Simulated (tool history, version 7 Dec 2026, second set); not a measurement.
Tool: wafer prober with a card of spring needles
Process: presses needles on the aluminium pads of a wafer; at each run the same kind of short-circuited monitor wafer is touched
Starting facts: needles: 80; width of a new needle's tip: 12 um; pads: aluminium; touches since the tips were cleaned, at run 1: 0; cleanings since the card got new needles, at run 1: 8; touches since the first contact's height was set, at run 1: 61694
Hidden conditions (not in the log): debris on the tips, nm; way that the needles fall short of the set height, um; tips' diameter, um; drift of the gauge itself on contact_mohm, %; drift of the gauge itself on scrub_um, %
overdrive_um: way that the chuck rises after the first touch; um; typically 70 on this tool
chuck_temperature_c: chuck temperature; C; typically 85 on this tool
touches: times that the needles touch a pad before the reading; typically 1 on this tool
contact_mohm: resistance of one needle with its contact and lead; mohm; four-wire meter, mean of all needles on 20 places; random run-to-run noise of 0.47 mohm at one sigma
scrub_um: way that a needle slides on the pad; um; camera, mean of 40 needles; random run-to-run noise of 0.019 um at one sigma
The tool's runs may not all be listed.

| run | day | overdrive_um | chuck_temperature_c | touches | touches since the tips were cleaned | cleanings since the card got new needles | touches since the first contact's height was set | contact_mohm | scrub_um |
|---|---|---|---|---|---|---|---|---|---|
| 1 | 0.000 | 70 | 85 | 1 | 0 | 8 | 61694 | 288.1 | 9.14 |
| 2 | 0.588 | 70 | 85 | 1 | 2509 | 8 | 64203 | 287.9 | 9.12 |
| 3 | 1.388 | 70 | 85 | 1 | 5940 | 8 | 67634 | 288.5 | 9.11 |
|  | 1.638 | tips cleaned on abrasive film |
| 4 | 1.938 | 70 | 85 | 1 | 1268 | 9 | 69966 | 287.3 | 9.17 |
| 5 | 2.517 | 70 | 85 | 1 | 3755 | 9 | 72453 | 288.3 | 9.14 |
|  | 3.321 | tips cleaned on abrasive film |
| 6 | 3.467 | 70 | 85 | 1 | 620 | 10 | 76504 | 286.5 | 9.16 |
| 7 | 4.504 | 70 | 85 | 3 | 5073 | 10 | 80957 | 287.2 | 9.12 |
|  | 5.000 | tips cleaned on abrasive film |
| 8 | 5.817 | 70 | 85 | 3 | 3497 | 11 | 86561 | 287.5 | 9.13 |
|  | 6.675 | tips cleaned on abrasive film |
| 9 | 6.679 | 83 | 85 | 1 | 24 | 12 | 90233 | 286.9 | 10.83 |
| 10 | 7.767 | 83 | 85 | 3 | 4678 | 12 | 94887 | 287.5 | 10.83 |
|  | 8.317 | tips cleaned on abrasive film |
| 11 | 9.042 | 83 | 85 | 3 | 3118 | 13 | 100334 | 287.0 | 10.84 |
| 12 | 9.675 | 83 | 85 | 3 | 5826 | 13 | 103042 | 286.8 | 10.84 |
|  | 9.996 | tips cleaned on abrasive film |
| 13 | 10.733 | 58 | 50 | 3 | 3168 | 14 | 107559 | 277.3 | 7.59 |
|  | 11.633 | tips cleaned on abrasive film |
| 14 | 11.679 | 62 | 38 | 3 | 185 | 15 | 111587 | 272.5 | 8.10 |
| 15 | 12.804 | 62 | 38 | 3 | 5002 | 15 | 116404 | 272.2 | 8.10 |
|  | 13.325 | tips cleaned on abrasive film |
| 16 | 13.962 | 81 | 31 | 1 | 2725 | 16 | 121352 | 269.9 | 10.59 |
| 17 | 14.796 | 56 | 85 | 1 | 6292 | 16 | 124919 | 286.6 | 7.32 |
|  | 14.979 | tips cleaned on abrasive film |
| 18 | 16.096 | 83 | 85 | 2 | 4777 | 17 | 130468 | 286.0 | 10.84 |
|  | 16.642 | tips cleaned on abrasive film |
| 19 | 17.042 | 83 | 85 | 2 | 1710 | 18 | 134497 | 285.2 | 10.83 |
| 20 | 17.592 | 83 | 85 | 2 | 4068 | 18 | 136855 | 285.7 | 10.84 |
|  | 18.333 | tips cleaned on abrasive film |
| 21 | 18.496 | 83 | 47 | 2 | 694 | 19 | 140715 | 274.2 | 10.83 |
| 22 | 19.283 | 58 | 55 | 2 | 4059 | 19 | 144080 | 276.7 | 7.58 |

Branching from run 22: 5 alternative next runs. What would each branch give?
|  | 19.975 | tips cleaned on abrasive film |
| A | 20.333 | 62 | 84 | 3 | 1547 | 20 | 148572 | ? | ? |
|  | 19.975 | tips cleaned on abrasive film |
| B | 20.333 | 58 | 62 | 2 | 1547 | 20 | 148572 | ? | ? |
|  | 19.975 | tips cleaned on abrasive film |
| C | 20.333 | 58 | 55 | 2 | 1547 | 20 | 148572 | ? | ? |
|  | 19.975 | tips cleaned on abrasive film |
| D | 20.333 | 68 | 79 | 1 | 1547 | 20 | 148572 | ? | ? |
|  | 19.975 | tips cleaned on abrasive film |
| E | 20.333 | 66 | 85 | 1 | 1547 | 20 | 148572 | ? | ? |

| run | contact_mohm | scrub_um |
|---|---|---|
| A | 286.0 | 8.11 |
| B | 279.0 | 7.59 |
| C | 276.7 | 7.55 |
| D | 284.6 | 8.88 |
| E | 285.5 | 8.59 |
With the hidden condition removed and each run's random variation left untouched, the same runs would have given:
| run | contact_mohm | scrub_um |
|---|---|---|
| A | 288.5 | 8.11 |
| B | 281.5 | 7.59 |
| C | 279.1 | 7.56 |
| D | 287.0 | 8.88 |
| E | 287.9 | 8.60 |

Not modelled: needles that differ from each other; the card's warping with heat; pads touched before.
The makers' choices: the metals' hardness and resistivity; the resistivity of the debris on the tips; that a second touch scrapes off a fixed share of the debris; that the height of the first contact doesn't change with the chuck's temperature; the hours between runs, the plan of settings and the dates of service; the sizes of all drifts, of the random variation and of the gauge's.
